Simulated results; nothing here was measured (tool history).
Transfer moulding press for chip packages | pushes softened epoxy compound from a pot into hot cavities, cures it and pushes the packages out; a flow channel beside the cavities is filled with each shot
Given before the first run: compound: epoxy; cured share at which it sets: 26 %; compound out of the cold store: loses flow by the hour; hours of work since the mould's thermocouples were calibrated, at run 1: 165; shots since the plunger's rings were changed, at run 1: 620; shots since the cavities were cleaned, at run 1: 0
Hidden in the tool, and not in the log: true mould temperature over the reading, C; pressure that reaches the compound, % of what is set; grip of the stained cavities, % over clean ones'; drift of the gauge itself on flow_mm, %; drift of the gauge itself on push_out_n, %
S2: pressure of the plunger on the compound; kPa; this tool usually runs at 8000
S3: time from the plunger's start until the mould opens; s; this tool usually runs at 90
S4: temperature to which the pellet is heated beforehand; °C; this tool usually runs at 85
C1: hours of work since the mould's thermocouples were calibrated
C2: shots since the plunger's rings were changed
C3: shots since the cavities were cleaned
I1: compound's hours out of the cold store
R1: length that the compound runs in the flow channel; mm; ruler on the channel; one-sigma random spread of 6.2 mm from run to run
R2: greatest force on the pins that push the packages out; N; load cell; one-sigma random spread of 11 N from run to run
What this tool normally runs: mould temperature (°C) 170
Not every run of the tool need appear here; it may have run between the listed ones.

{"run": 1, "hour": 0.0, "mould temperature (°C)": 170, "S2": 8000, "S3": 90, "S4": 85, "C1": 165, "C2": 620, "C3": 0, "I1": 17.2, "R1": 677, "R2": 495}
{"run": 2, "hour": 15.5, "mould temperature (°C)": 170, "S2": 8000, "S3": 90, "S4": 85, "C1": 173, "C2": 803, "C3": 183, "I1": 30.8, "R1": 630, "R2": 629}
{"run": 3, "hour": 22.3, "mould temperature (°C)": 170, "S2": 8000, "S3": 80, "S4": 85, "C1": 177, "C2": 884, "C3": 264, "I1": 15.4, "R1": 685, "R2": 925}
{"run": 4, "hour": 30.4, "mould temperature (°C)": 170, "S2": 8000, "S3": 90, "S4": 85, "C1": 182, "C2": 980, "C3": 360, "I1": 8.9, "R1": 705, "R2": 779}
{"run": 5, "hour": 44.6, "mould temperature (°C)": 170, "S2": 8000, "S3": 90, "S4": 85, "C1": 190, "C2": 1149, "C3": 529, "I1": 21.2, "R1": 659, "R2": 813}
{"run": 6, "hour": 52.3, "mould temperature (°C)": 170, "S2": 8000, "S3": 90, "S4": 85, "C1": 194, "C2": 1241, "C3": 621, "I1": 38.5, "R1": 595, "R2": 814}
{"run": 7, "hour": 61.4, "mould temperature (°C)": 170, "S2": 8000, "S3": 90, "S4": 85, "C1": 200, "C2": 1347, "C3": 727, "I1": 29.6, "R1": 623, "R2": 880}
{"run": 8, "hour": 70.7, "mould temperature (°C)": 170, "S2": 8000, "S3": 75, "S4": 85, "C1": 205, "C2": 1458, "C3": 838, "I1": 40.7, "R1": 595, "R2": 1269}
{"hour": 77.7, "done": "cavities cleaned with cleaning compound and waxed"}
{"run": 9, "hour": 86.9, "mould temperature (°C)": 170, "S2": 8000, "S3": 90, "S4": 85, "C1": 213, "C2": 1633, "C3": 110, "I1": 22.3, "R1": 652, "R2": 581}
{"run": 10, "hour": 94.0, "mould temperature (°C)": 170, "S2": 8000, "S3": 90, "S4": 77, "C1": 217, "C2": 1717, "C3": 194, "I1": 18.3, "R1": 660, "R2": 667}
{"run": 11, "hour": 100.6, "mould temperature (°C)": 170, "S2": 8000, "S3": 90, "S4": 77, "C1": 221, "C2": 1795, "C3": 272, "I1": 8.4, "R1": 694, "R2": 749}
{"run": 12, "hour": 109.9, "mould temperature (°C)": 170, "S2": 8000, "S3": 126, "S4": 77, "C1": 226, "C2": 1905, "C3": 382, "I1": 46.8, "R1": 569, "R2": 585}
{"run": 13, "hour": 120.5, "mould temperature (°C)": 170, "S2": 8000, "S3": 126, "S4": 77, "C1": 232, "C2": 2031, "C3": 508, "I1": 25.1, "R1": 631, "R2": 632}
{"run": 14, "hour": 127.5, "mould temperature (°C)": 170, "S2": 8000, "S3": 90, "S4": 85, "C1": 236, "C2": 2113, "C3": 590, "I1": 11.1, "R1": 677, "R2": 863}
{"hour": 130.7, "done": "mould's thermocouples calibrated"}
{"run": 15, "hour": 142.0, "mould temperature (°C)": 175, "S2": 8000, "S3": 90, "S4": 85, "C1": 6, "C2": 2261, "C3": 738, "I1": 30.7, "R1": 600, "R2": 717}
{"run": 16, "hour": 154.5, "mould temperature (°C)": 175, "S2": 8000, "S3": 90, "S4": 85, "C1": 14, "C2": 2409, "C3": 886, "I1": 42.4, "R1": 571, "R2": 727}
{"hour": 157.0, "done": "cavities cleaned with cleaning compound and waxed"}
{"run": 17, "hour": 168.4, "mould temperature (°C)": 170, "S2": 6740, "S3": 90, "S4": 80, "C1": 21, "C2": 2557, "C3": 135, "I1": 18.2, "R1": 595, "R2": 618}
{"hour": 172.2, "done": "mould's thermocouples calibrated, once more"}
{"run": 18, "hour": 181.8, "mould temperature (°C)": 170, "S2": 9970, "S3": 85, "S4": 80, "C1": 6, "C2": 2692, "C3": 270, "I1": 9.2, "R1": 766, "R2": 845}
{"run": 19, "hour": 188.6, "mould temperature (°C)": 170, "S2": 8000, "S3": 90, "S4": 94, "C1": 9, "C2": 2773, "C3": 351, "I1": 10.6, "R1": 687, "R2": 739}
{"run": 20, "hour": 202.1, "mould temperature (°C)": 170, "S2": 8000, "S3": 90, "S4": 94, "C1": 17, "C2": 2933, "C3": 511, "I1": 19.4, "R1": 637, "R2": 779}
{"run": 21, "hour": 215.4, "mould temperature (°C)": 170, "S2": 8210, "S3": 90, "S4": 92, "C1": 25, "C2": 3090, "C3": 668, "I1": 30.7, "R1": 615, "R2": 837}
{"run": 22, "hour": 224.5, "mould temperature (°C)": 170, "S2": 6090, "S3": 90, "S4": 82, "C1": 30, "C2": 3198, "C3": 776, "I1": 36.3, "R1": 512, "R2": 895}
{"hour": 236.2, "done": "cavities cleaned with cleaning compound and waxed"}
{"run": 23, "hour": 241.2, "mould temperature (°C)": 170, "S2": 6090, "S3": 90, "S4": 82, "C1": 38, "C2": 3378, "C3": 59, "I1": 41.8, "R1": 487, "R2": 525}
{"run": 24, "hour": 251.8, "mould temperature (°C)": 168, "S2": 9670, "S3": 80, "S4": 75, "C1": 45, "C2": 3504, "C3": 185, "I1": 44.8, "R1": 616, "R2": 901}
{"run": 25, "hour": 259.8, "mould temperature (°C)": 172, "S2": 8260, "S3": 94, "S4": 81, "C1": 49, "C2": 3599, "C3": 280, "I1": 35.4, "R1": 593, "R2": 597}
{"hour": 268.7, "done": "plunger's sealing rings changed"}
{"run": 26, "hour": 276.2, "mould temperature (°C)": 170, "S2": 9940, "S3": 76, "S4": 85, "C1": 57, "C2": 90, "C3": 445, "I1": 32.8, "R1": 703, "R2": 1106}
{"run": 27, "hour": 286.9, "mould temperature (°C)": 163, "S2": 8000, "S3": 90, "S4": 93, "C1": 63, "C2": 216, "C3": 571, "I1": 46.2, "R1": 603, "R2": 1176}
{"run": 28, "hour": 296.6, "mould temperature (°C)": 163, "S2": 6110, "S3": 90, "S4": 80, "C1": 69, "C2": 331, "C3": 686, "I1": 28.3, "R1": 565, "R2": 1369}

Run 29 is up next; what results do you expect?
{"run": 29, "hour": 304.6, "mould temperature (°C)": 163, "S2": 9480, "S3": 90, "S4": 80, "C1": 73, "C2": 426, "C3": 781, "I1": 16.7, "R1": "?", "R2": "?"}

Run 29 yielded R1 760 mm, R2 1454 N.
Had the tool carried no hidden state, the very same run would have given R1 767 mm, R2 799 N.
